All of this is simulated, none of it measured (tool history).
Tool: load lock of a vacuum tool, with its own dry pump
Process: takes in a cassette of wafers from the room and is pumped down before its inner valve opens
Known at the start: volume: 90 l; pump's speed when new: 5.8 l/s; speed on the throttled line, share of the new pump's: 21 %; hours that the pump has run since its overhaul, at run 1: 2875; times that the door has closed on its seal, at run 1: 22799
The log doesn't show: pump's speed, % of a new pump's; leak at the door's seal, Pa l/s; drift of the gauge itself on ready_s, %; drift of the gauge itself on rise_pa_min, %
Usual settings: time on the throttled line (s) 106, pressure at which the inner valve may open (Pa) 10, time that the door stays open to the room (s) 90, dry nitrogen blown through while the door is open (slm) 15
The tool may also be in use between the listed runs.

run     hour  time on the throttled line (s)  pressure at which the inner valve may open (Pa)  time that the door stays open to the room (s)  dry nitrogen blown through while the door is open (slm)  hours that the pump has run since its overhaul  times that the door has closed on its seal  incoming humidity of the room's air, %  time from the closed door until the inner valve may open (s)  rise of the pressure with all valves shut (Pa/min)
  1      0.0                             106                                               10                                             90                                                       15                                            2875                                       22799                                    47.1                                                         232.1                                               0.163
  2    537.0                             106                                               10                                             90                                                       18                                            3412                                       25356                                    45.1                                                         236.0                                               0.178
  3    942.3                             106                                               10                                             90                                                       18                                            3818                                       27286                                    43.7                                                         237.4                                               0.202
  4   1251.6                             106                                               10                                             90                                                       18                                            4127                                       28759                                    46.6                                                         234.2                                               0.220
  5   1735.0                             106                                               10                                             90                                                       18                                            4610                                       31061                                    43.0                                                         235.5                                               0.244
      2187.5  -- door's seal changed, seat wiped
  6   2337.1                             106                                               10                                             90                                                       11                                            5211                                         712                                    44.0                                                         239.0                                               0.042
  7   2941.9                             106                                               10                                             90                                                       15                                            5816                                        3593                                    45.3                                                         237.6                                               0.046
  8   3574.4                             106                                               10                                             90                                                       15                                            6448                                        6604                                    46.5                                                         240.1                                               0.052
  9   3932.0                             106                                               10                                             90                                                       15                                            6806                                        8307                                    44.1                                                         244.7                                               0.067
 10   4476.8                             106                                               10                                             90                                                       15                                            7351                                       10902                                    44.2                                                         245.3                                               0.074
 11   4800.9                             106                                               10                                             90                                                        7                                            7675                                       12445                                    44.8                                                         243.0                                               0.098
 12   5306.7                             106                                               10                                             90                                                       15                                            8181                                       14854                                    44.0                                                         246.0                                               0.098
 13   5741.9                             106                                               10                                            139                                                       15                                            8616                                       16926                                    46.2                                                         246.0                                               0.114
 14   6346.5                             106                                               10                                            139                                                       15                                            9220                                       19806                                    47.9                                                         249.1                                               0.151
 15   6647.3                             106                                               13                                            139                                                       15                                            9521                                       21238                                    45.6                                                         243.9                                               0.162
 16   6943.2                             106                                               13                                            139                                                       15                                            9817                                       22647                                    43.5                                                         242.9                                               0.165
 17   7536.8                             106                                               13                                            139                                                       15                                           10411                                       25474                                    44.0                                                         247.5                                               0.189
 18   8104.5                             106                                               13                                            139                                                       15                                           10978                                       28177                                    45.8                                                         247.1                                               0.217
 19   8439.1                             106                                               13                                            139                                                       15                                           11313                                       29771                                    41.1                                                         247.3                                               0.234
      9131.4  -- dry pump taken out, an overhauled one fitted
 20   9136.0                             134                                               13                                            139                                                       15                                               5                                       33061                                    44.7                                                         247.4                                               0.265
      9190.8  -- door's seal changed, seat wiped
 21   9690.2                             116                                                9                                             46                                                       15                                             557                                        2379                                    46.4                                                         239.2                                               0.032
 22  10279.0                             106                                               14                                             75                                                       22                                            1146                                        5183                                    41.9                                                         226.0                                               0.040
 23  10943.7                             106                                               14                                             75                                                       22                                            1811                                        8348                                    47.2                                                         226.8                                               0.056
 24  11526.3                             106                                               12                                            127                                                        8                                            2393                                       11123                                    46.8                                                         230.1                                               0.102
 25  12169.2                             106                                               10                                             51                                                        6                                            3036                                       14184                                    47.6                                                         236.3                                               0.099
 26  12519.0                             158                                               10                                             90                                                       34                                            3386                                       15850                                    44.0                                                         275.4                                               0.088
 27  12913.9                             158                                               10                                             90                                                       34                                            3781                                       17730                                    45.8                                                         274.5                                               0.101
 28  13421.9                             106                                               10                                             90                                                       18                                            4289                                       20150                                    45.9                                                         238.8                                               0.128
 29  13888.1                             107                                               11                                             27                                                       15                                            4755                                       22370                                    46.1                                                         237.2                                               0.138
 30  14378.0                             152                                               16                                             27                                                       26                                            5245                                       24703                                    46.5                                                         265.5                                               0.162
 31  14824.3                             149                                               10                                             90                                                        7                                            5691                                       26828                                    47.9                                                         271.2                                               0.226
 32  15431.0                             149                                               10                                             90                                                        7                                            6298                                       29717                                    45.6                                                         273.5                                               0.244
 33  15741.3                             106                                               10                                             90                                                       45                                            6608                                       31195                                    47.2                                                         242.3                                               0.225
     16192.0  -- door's seal changed, seat wiped
 34  16215.6                              94                                               10                                             90                                                       30                                            7081                                         112                                    44.6                                                         233.2                                               0.021
 35  16910.1                             106                                               17                                             90                                                       10                                            7776                                        3420                                    49.2                                                         234.8                                               0.057
 36  17290.9                             106                                               19                                             38                                                       15                                            8156                                        5233                                    42.7                                                         233.9                                               0.041
 37  17629.5                             108                                               19                                             64                                                        5                                            8495                                        6845                                    46.9                                                         237.5                                               0.071

3 ways to go on from here, each from the tool as it stands after run 37. What would each give?
  A  18320.3                             180                                               19                                             64                                                       11                                            9186                                       10135                                    46.9                                                             ?                                                   ?
  B  18320.3                             165                                               19                                            100                                                        5                                            9186                                       10135                                    44.7                                                             ?                                                   ?
  C  18320.3                              55                                                9                                             90                                                       16                                            9186                                       10135                                    43.4                                                             ?                                                   ?

run  time from the closed door until the inner valve may open (s)  rise of the pressure with all valves shut (Pa/min)
  A                                                         293.4                                               0.067
  B                                                         281.3                                               0.091
  C                                                         211.9                                               0.070
Without the tool's hidden state the same runs would have given:
run  time from the closed door until the inner valve may open (s)  rise of the pressure with all valves shut (Pa/min)
  A                                                         276.3                                               0.033
  B                                                         263.7                                               0.058
  C                                                         187.9                                               0.037

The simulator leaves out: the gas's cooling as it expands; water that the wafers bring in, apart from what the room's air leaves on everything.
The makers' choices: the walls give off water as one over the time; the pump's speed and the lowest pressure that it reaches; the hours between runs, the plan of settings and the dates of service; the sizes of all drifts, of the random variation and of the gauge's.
